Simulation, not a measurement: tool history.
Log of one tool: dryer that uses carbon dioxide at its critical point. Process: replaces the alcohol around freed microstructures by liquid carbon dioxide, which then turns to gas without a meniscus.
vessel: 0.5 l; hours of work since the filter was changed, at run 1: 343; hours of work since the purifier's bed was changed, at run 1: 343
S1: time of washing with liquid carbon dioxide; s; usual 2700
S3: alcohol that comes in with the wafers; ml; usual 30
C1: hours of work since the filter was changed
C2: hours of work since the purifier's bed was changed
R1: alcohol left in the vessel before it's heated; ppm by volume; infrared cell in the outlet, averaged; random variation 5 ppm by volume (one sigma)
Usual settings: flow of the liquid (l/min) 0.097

Run 1, hour 0: usual settings; C1 343; C2 343. Result: R1 93 ppm by volume.
Run 2, hour 14.9: usual settings; C1 354; C2 354. Result: R1 104 ppm by volume.
Run 3, hour 24.2: usual settings; C1 361; C2 361. Result: R1 99 ppm by volume.
Run 4, hour 32.9: usual settings but S3 58 ml; C1 367; C2 367. Result: R1 163 ppm by volume.
Run 5, hour 49.1: usual settings but S3 24 ml; C1 379; C2 379. Result: R1 94 ppm by volume.
Run 6, hour 57: usual settings but S1 3180 s; C1 385; C2 385. Result: R1 61 ppm by volume.
Run 7, hour 75.3: usual settings but S1 3180 s; C1 399; C2 399. Result: R1 68 ppm by volume.
Run 8, hour 93.3: usual settings but flow of the liquid (l/min) 0.059; C1 412; C2 412. Result: R1 1221 ppm by volume.
Run 9, hour 101.9: usual settings but S3 22 ml; C1 419; C2 419. Result: R1 99 ppm by volume.
Run 10, hour 115.9: usual settings but S3 22 ml; C1 429; C2 429. Result: R1 106 ppm by volume.
Run 11, hour 134.5: usual settings but S3 22 ml; C1 443; C2 443. Result: R1 108 ppm by volume.
Run 12, hour 148.7: usual settings but S3 22 ml; C1 454; C2 454. Result: R1 112 ppm by volume.
Run 13, hour 166.6: usual settings but S1 3000 s; C1 467; C2 467. Result: R1 97 ppm by volume.
Run 14, hour 179.8: usual settings but S1 1620 s; C1 477; C2 477. Result: R1 1179 ppm by volume.
At hour 187.6: inlet filter changed.
Run 15, hour 190.6: usual settings but S1 1620 s; C1 2; C2 484. Result: R1 722 ppm by volume.
Run 16, hour 205.3: usual settings but S1 1620 s; C1 13; C2 495. Result: R1 756 ppm by volume.
Run 17, hour 223.8: usual settings but S1 1620 s, flow of the liquid (l/min) 0.1257, S3 28 ml; C1 27; C2 509. Result: R1 213 ppm by volume.
Run 18, hour 241: usual settings but S1 1620 s, flow of the liquid (l/min) 0.1257, S3 28 ml; C1 40; C2 522. Result: R1 213 ppm by volume.
Run 19, hour 255.4: usual settings but S1 2460 s, flow of the liquid (l/min) 0.0972, S3 86 ml; C1 51; C2 533. Result: R1 256 ppm by volume.
Run 20, hour 273.7: usual settings but S1 3600 s, flow of the liquid (l/min) 0.1349, S3 39 ml; C1 64; C2 546. Result: R1 58 ppm by volume.
Run 21, hour 286.5: usual settings but S1 4020 s, flow of the liquid (l/min) 0.0736, S3 79 ml; C1 74; C2 556. Result: R1 104 ppm by volume.
Run 22, hour 295: usual settings but S1 4020 s, flow of the liquid (l/min) 0.0843, S3 79 ml; C1 80; C2 562. Result: R1 70 ppm by volume.
Run 23, hour 309.4: usual settings but flow of the liquid (l/min) 0.0648; C1 91; C2 573. Result: R1 612 ppm by volume.

Run 24 comes next. What will it give?
Run 24, hour 327: usual settings but S1 1860 s, flow of the liquid (l/min) 0.0884; C1 104; C2 586. Result: R1 ?.

{"run 24": {"R1": 694}}
Without the tool's hidden state the same run would have given R1 566 ppm by volume.

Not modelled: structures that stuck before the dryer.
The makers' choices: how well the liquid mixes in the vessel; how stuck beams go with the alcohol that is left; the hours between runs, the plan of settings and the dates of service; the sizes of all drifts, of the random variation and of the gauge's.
